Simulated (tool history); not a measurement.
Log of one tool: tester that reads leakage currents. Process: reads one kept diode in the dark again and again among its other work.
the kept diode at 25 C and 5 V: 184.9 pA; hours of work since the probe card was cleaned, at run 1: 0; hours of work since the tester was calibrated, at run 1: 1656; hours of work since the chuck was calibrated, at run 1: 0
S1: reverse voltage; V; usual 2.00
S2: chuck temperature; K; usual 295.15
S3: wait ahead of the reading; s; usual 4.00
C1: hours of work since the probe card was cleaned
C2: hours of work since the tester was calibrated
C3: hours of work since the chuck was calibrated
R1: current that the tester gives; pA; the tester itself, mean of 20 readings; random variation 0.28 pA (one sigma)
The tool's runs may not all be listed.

run,hour,S1,S2,S3,C1,C2,C3,R1
1,0.0,2.00,295.15,4.00,0,1656,0,94.28
2,190.6,2.00,295.15,4.00,124,1780,124,96.01
3,390.8,2.00,295.15,4.00,255,1911,255,97.05
4,556.3,2.00,295.15,4.00,362,2019,362,98.17
5,768.9,2.00,295.15,4.00,501,2157,501,99.23
6,986.2,2.00,295.15,4.00,643,2299,643,100.37
7,1170.3,2.00,295.15,4.00,762,2419,762,101.12
8,1407.1,2.00,295.15,4.00,917,2573,917,102.69
# hour 1493.2: chuck's temperature calibrated
9,1638.2,2.00,295.15,4.00,1066,2722,95,97.18
10,1798.7,2.00,295.15,4.00,1171,2827,199,97.90
11,1918.3,2.00,295.15,4.00,1248,2905,277,98.40
12,2136.3,10.91,295.15,4.00,1390,3047,419,239.73
13,2261.6,10.91,295.15,4.00,1472,3128,501,241.31
14,2371.8,10.91,295.15,4.00,1544,3200,572,242.22
15,2482.3,10.91,295.15,4.00,1616,3272,644,244.77
16,2707.3,2.00,307.15,4.00,1762,3419,791,241.34
17,2871.1,2.00,307.15,4.00,1869,3525,898,241.81
# hour 2986.9: chuck's temperature calibrated
18,3040.8,2.00,295.15,2.61,1978,3635,35,96.80
# hour 3134.8: tester calibrated
19,3268.0,4.73,325.15,7.15,2125,87,182,1109.23
20,3443.1,5.87,295.15,9.84,2239,201,296,168.23
21,3683.4,5.87,300.15,9.84,2396,357,452,245.86
22,3855.4,5.87,300.15,9.84,2508,469,565,248.41
# hour 3958.4: probe card cleaned and baked
23,4064.4,1.31,295.15,4.00,69,604,699,78.82
24,4226.5,1.31,295.15,4.00,175,709,804,79.83
25,4364.8,2.18,326.15,4.00,265,799,894,839.87
# hour 4492.7: chuck's temperature calibrated
26,4493.6,5.94,305.15,2.07,347,882,1,334.87
27,4682.2,5.94,305.15,2.07,470,1005,123,339.95
28,4894.2,5.94,305.15,2.07,608,1143,262,344.54
29,5029.0,9.63,313.15,4.00,696,1231,349,760.93
30,5185.7,9.63,313.15,4.00,798,1333,451,765.83
31,5385.1,9.63,313.15,4.00,928,1463,581,770.49
32,5517.0,7.62,331.15,0.71,1014,1549,667,2125.03
33,5687.4,7.62,331.15,7.09,1125,1660,778,2142.81
34,5901.4,3.26,295.15,4.68,1265,1799,918,130.38
# hour 5998.1: chuck's temperature calibrated
35,6090.6,5.07,329.15,4.68,1386,1921,60,1486.63

Hidden state at the last listed run before each entry between runs and at the first one after, where it differs:
Between runs 8 and 9: chuck's temperature calibrated (hour 1493.2)
  stray current of the dirty probe card, pA a volt: 0.472 -> 0.543; current scale over the true one, %: 1.57 -> 1.66; true chuck temperature over the reading, C: 0.95 -> 0.11
  measured less the result without the state, R1: +9.34 -> +3.38 pA
Between runs 17 and 18: chuck's temperature calibrated (hour 2986.9)
  stray current of the dirty probe card, pA a volt: 0.929 -> 0.985; current scale over the true one, %: 2.14 -> 2.2; true chuck temperature over the reading, C: 0.86 -> -0.11
  measured less the result without the state, R1: +20.41 -> +3.22 pA
Between runs 18 and 19: tester calibrated (hour 3134.8)
  stray current of the dirty probe card, pA a volt: 0.985 -> 1.051; current scale over the true one, %: 2.2 -> 0.06; true chuck temperature over the reading, C: -0.11 -> 0.03
  measured less the result without the state, R1: +3.22 -> +7.75 pA
Between runs 22 and 23: probe card cleaned and baked (hour 3958.4)
  stray current of the dirty probe card, pA a volt: 1.24 -> 0.058; current scale over the true one, %: 0.29 -> 0.37; true chuck temperature over the reading, C: 0.4 -> 0.53
  measured less the result without the state, R1: +14.78 -> +3.37 pA
Between runs 25 and 26: chuck's temperature calibrated (hour 4492.7)
  stray current of the dirty probe card, pA a volt: 0.158 -> 0.199; current scale over the true one, %: 0.49 -> 0.54; true chuck temperature over the reading, C: 0.72 -> -0.05
  measured less the result without the state, R1: +40.31 -> +1.70 pA
Between runs 34 and 35: chuck's temperature calibrated (hour 5998.1)
  stray current of the dirty probe card, pA a volt: 0.649 -> 0.704; current scale over the true one, %: 1.08 -> 1.16; true chuck temperature over the reading, C: 0.85 -> 0.17
  measured less the result without the state, R1: +11.19 -> +35.20 pA
